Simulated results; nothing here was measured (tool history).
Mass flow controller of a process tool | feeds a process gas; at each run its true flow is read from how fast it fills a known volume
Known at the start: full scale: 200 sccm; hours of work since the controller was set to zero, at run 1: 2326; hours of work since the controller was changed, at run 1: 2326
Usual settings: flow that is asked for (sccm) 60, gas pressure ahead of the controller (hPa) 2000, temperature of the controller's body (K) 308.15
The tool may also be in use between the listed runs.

| run | day | flow that is asked for (sccm) | gas pressure ahead of the controller (hPa) | temperature of the controller's body (K) | hours of work since the controller was set to zero | hours of work since the controller was changed | true flow (%) |
|---|---|---|---|---|---|---|---|
| 1 | 0 | 60 | 2000 | 308.15 | 2326 | 2326 | 97.06 |
| 2 | 4.538 | 52 | 2000 | 308.15 | 2405 | 2405 | 96.63 |
| 3 | 14.421 | 60 | 2000 | 308.15 | 2578 | 2578 | 96.92 |
| 4 | 18.862 | 60 | 2000 | 308.15 | 2656 | 2656 | 96.89 |
| 5 | 24.433 | 60 | 1720 | 308.15 | 2754 | 2754 | 96.77 |
| 6 | 33.65 | 36 | 2000 | 308.15 | 2915 | 2915 | 95.72 |
| 7 | 39.925 | 60 | 2000 | 308.15 | 3025 | 3025 | 96.72 |
| 8 | 47.654 | 60 | 2000 | 308.15 | 3160 | 3160 | 96.59 |
| 9 | 52.65 | 60 | 2000 | 308.15 | 3248 | 3248 | 96.64 |
| 10 | 61.479 | 60 | 2000 | 308.15 | 3403 | 3403 | 96.53 |
| 11 | 69.492 | 103 | 2000 | 308.15 | 3543 | 3543 | 97.42 |
| 12 | 75.717 | 60 | 2000 | 312.15 | 3652 | 3652 | 96.59 |
| 13 | 80.596 | 60 | 2000 | 312.15 | 3738 | 3738 | 96.46 |
| 14 | 89.792 | 60 | 2000 | 312.15 | 3899 | 3899 | 96.35 |
| 15 | 97.896 | 60 | 2000 | 312.15 | 4041 | 4041 | 96.45 |
| 16 | 105.55 | 60 | 2000 | 308.15 | 4175 | 4175 | 96.07 |
| 17 | 115.171 | 60 | 2000 | 308.15 | 4343 | 4343 | 95.94 |
| 18 | 120.179 | 60 | 2000 | 300.15 | 4431 | 4431 | 95.56 |
| 19 | 129.867 | 60 | 1840 | 308.15 | 4601 | 4601 | 95.81 |
| 20 | 134.992 | 60 | 1840 | 308.15 | 4690 | 4690 | 95.81 |
| 21 | 142.404 | 60 | 2000 | 312.15 | 4820 | 4820 | 96.05 |
| 22 | 151.775 | 60 | 2000 | 307.15 | 4984 | 4984 | 95.61 |
| 23 | 160.642 | 60 | 2000 | 307.15 | 5140 | 5140 | 95.43 |
| 24 | 165.708 | 60 | 1950 | 307.15 | 5228 | 5228 | 95.42 |
| 25 | 171.75 | 60 | 1950 | 307.15 | 5334 | 5334 | 95.44 |
| 26 | 181.183 | 106 | 2350 | 307.15 | 5499 | 5499 | 96.87 |
| 27 | 187.625 | 60 | 1610 | 308.15 | 5612 | 5612 | 95 |
| 28 | 192.642 | 60 | 1610 | 308.15 | 5700 | 5700 | 95.19 |
| 29 | 202.267 | 60 | 1610 | 308.15 | 5869 | 5869 | 95.01 |
| 30 | 209.167 | 60 | 1610 | 308.15 | 5990 | 5990 | 95.06 |
| 31 | 214.425 | 60 | 1610 | 308.15 | 6082 | 6082 | 94.95 |
| 32 | 218.767 | 26 | 1610 | 308.15 | 6158 | 6158 | 91.93 |
| 33 | 223.129 | 26 | 1610 | 303.15 | 6234 | 6234 | 91.56 |
| 34 | 232.825 | 26 | 1590 | 303.15 | 6404 | 6404 | 91.34 |
| 35 | 238.108 | 26 | 1590 | 303.15 | 6497 | 6497 | 91.22 |
| 36 | 247.392 | 31 | 1600 | 305.15 | 6659 | 6659 | 92.09 |
| 37 | 256.971 | 31 | 1520 | 299.15 | 6827 | 6827 | 91.6 |
| 38 | 264.533 | 31 | 1520 | 299.15 | 6959 | 6959 | 91.59 |
| 39 | 273.871 | 163 | 2000 | 306.15 | 7123 | 7123 | 97.33 |
| 40 | 279.258 | 63 | 1620 | 305.15 | 7217 | 7217 | 94.31 |
| 41 | 284.808 | 49 | 1410 | 300.15 | 7315 | 7315 | 93.07 |
| 42 | 289.312 | 155 | 1900 | 308.15 | 7393 | 7393 | 97.04 |
| 43 | 298.362 | 52 | 2430 | 294.15 | 7552 | 7552 | 93.2 |
| 44 | 302.612 | 75 | 2140 | 294.15 | 7626 | 7626 | 94.19 |
| 45 | 308.796 | 75 | 2140 | 294.15 | 7735 | 7735 | 94.13 |

Run 46 comes next. What will it give?
| 46 | 317.112 | 60 | 2000 | 302.15 | 7880 | 7880 | ? |

true flow (%): 93.77
Without the tool's hidden state the same run would have given true flow (%) 98.13.
